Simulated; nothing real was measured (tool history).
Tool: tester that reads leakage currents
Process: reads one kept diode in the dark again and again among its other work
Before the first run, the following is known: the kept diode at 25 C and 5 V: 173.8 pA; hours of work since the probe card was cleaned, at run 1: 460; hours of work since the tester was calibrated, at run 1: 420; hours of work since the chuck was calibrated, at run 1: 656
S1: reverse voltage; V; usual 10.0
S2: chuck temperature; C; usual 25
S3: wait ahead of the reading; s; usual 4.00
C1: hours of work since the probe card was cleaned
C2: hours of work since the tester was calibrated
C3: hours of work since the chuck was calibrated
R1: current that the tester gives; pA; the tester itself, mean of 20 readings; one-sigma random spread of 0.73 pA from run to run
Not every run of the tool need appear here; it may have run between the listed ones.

run    hour    S1  S2    S3    C1    C2    C3       R1
  1     0.0  10.0  25  4.00   460   420   656   242.03
  2    63.5   2.0  25  4.00   506   466   702   109.08
  3   136.0  10.0  25  7.02   559   519   755   241.64
  4   224.4  10.0  25  7.02   623   583   819   241.28
  5   345.2  10.0  31  4.00   711   671   907   413.33
  6   456.8  11.7  25  4.00   792   752   989   261.13
  7   529.2  11.7  25  4.00   845   805  1041   261.97
  8   587.5  10.0  25  4.00   888   848  1084   241.50
  9   683.8  10.0  48  4.00   958   918  1154  1727.28
 10   741.7  10.0  48  4.00  1000   960  1196  1724.95
 11   801.0  10.0  48  4.00  1043  1003  1240  1713.67
 12   871.5  10.0  48  4.00  1095  1055  1291  1715.07
 13   938.1  10.0  48  4.00  1143  1103  1339  1710.51
 14   993.5   5.9  25  2.98  1184  1144  1380   183.49
 15  1059.8   5.9  43  3.33  1232  1192  1428   877.24
 16  1157.8  10.0  44  4.00  1303  1263  1500  1229.14
 17  1266.0   9.1  34  7.82  1382  1342  1578   503.21
 18  1335.5  10.0  35  4.00  1433  1393  1629   574.16

Run 19, settings as shown, results not yet in. Your forecast:
 19  1395.2  2.2  35  4.00  1476  1436  1673   ?

{"run 19": {"R1": 272.51}}
With no hidden state in the tool, this same run would have given R1 289.51 pA.

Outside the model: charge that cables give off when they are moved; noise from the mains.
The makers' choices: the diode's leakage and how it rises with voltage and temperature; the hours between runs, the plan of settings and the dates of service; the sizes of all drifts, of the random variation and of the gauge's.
